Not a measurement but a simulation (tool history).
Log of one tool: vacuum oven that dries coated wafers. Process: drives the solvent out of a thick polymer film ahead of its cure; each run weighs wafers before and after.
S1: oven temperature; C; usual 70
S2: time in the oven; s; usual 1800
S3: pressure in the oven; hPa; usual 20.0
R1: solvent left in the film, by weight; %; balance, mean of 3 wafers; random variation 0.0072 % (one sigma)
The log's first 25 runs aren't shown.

run	day	S1	S2	S3	R1
26	16.196	70	1020	20.0	3.178
27	16.992	70	2100	26.8	1.543
28	17.471	70	2100	26.8	1.545
29	18.242	70	2100	26.8	1.540
30	18.883	70	1320	79.6	4.298
31	19.779	70	1320	79.6	4.307
32	20.683	59	1200	20.0	5.132
33	21.446	74	1020	20.0	2.368
34	21.946	74	1020	20.0	2.363
35	22.896	69	1560	10.6	1.694
36	23.754	69	1560	10.6	1.677
37	24.492	69	1560	10.6	1.674
38	25.296	69	1560	10.6	1.680
39	26.183	74	1800	35.9	1.575
40	26.679	70	3060	54.6	2.217
41	27.438	70	1620	14.8	1.602
42	28.083	70	1620	14.8	1.575
43	28.858	65	1920	15.8	1.993
44	29.308	71	1500	15.4	1.634
45	29.967	68	1800	15.6	1.653

Forecast each of these 5 alternatives for the next run:
A	30.521	67	1200	24.2	?
B	30.521	70	1800	27.6	?
C	30.521	70	1020	20.0	?
D	30.521	68	3240	15.6	?
E	30.521	82	1800	20.0	?

run	R1
A	3.359
B	1.809
C	3.125
D	0.853
E	0.583
Without the tool's hidden state the same runs would have given:
run	R1
A	3.435
B	1.828
C	3.204
D	0.801
E	0.557
